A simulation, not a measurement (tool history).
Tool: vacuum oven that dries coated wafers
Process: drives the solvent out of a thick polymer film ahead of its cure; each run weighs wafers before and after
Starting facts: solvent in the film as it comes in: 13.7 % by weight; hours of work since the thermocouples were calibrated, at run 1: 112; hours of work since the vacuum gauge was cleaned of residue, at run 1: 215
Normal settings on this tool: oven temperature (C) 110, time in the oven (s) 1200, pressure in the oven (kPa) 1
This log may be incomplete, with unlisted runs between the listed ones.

run   hour  oven temperature (C)  time in the oven (s)  pressure in the oven (kPa)  hours of work since the thermocouples were calibrated  hours of work since the vacuum gauge was cleaned of residue  solvent left in the film (%)
  1      0                   110                  1200                           1                                                    112                                                          215                          2.37
  2   68.3                   110                  1200                           1                                                    166                                                          269                          2.39
  3  133.3                   110                  1200                        2.34                                                    217                                                          320                             3
  4  201.4                   110                  1440                           1                                                    271                                                          374                          1.78
  5  262.6                   110                  1440                           1                                                    319                                                          422                          1.78
  6  327.4                   110                  1440                           1                                                    370                                                          473                           1.8
     334.9  -- vacuum gauge cleaned of residue and calibrated
  7    379                   110                  1440                           1                                                    409                                                           35                          1.77
  8  428.5                   110                   900                           1                                                    448                                                           74                          3.31
     480.6  -- vacuum gauge cleaned of residue and calibrated, once more
  9  480.9                   110                   900                           1                                                    488                                                            0                          3.23
 10  541.9                    97                   960                           1                                                    537                                                           48                          5.41
 11  622.4                   119                  1140                        2.66                                                    600                                                          112                          1.88
     635.1  -- oven's thermocouples calibrated
 12  689.2                   105                  1860                        0.61                                                     43                                                          163                          1.65

Measured result minus the same run's result without the hidden state. Both carry the same run-to-run variation, though not necessarily the same gauge scatter:
Hidden state at play: true wafer temperature over the reading, C; true pressure over the reading, kPa; drift of the gauge itself on solvent_pct, %.
run  solvent left in the film (%)
  1                         -0.01
  2                         -0.02
  3                         -0.04
  4                         -0.03
  5                         -0.04
  6                         -0.05
  7                         -0.04
  8                         -0.09
  9                         -0.17
 10                          -0.2
 11                         -0.14
 12                         +0.04
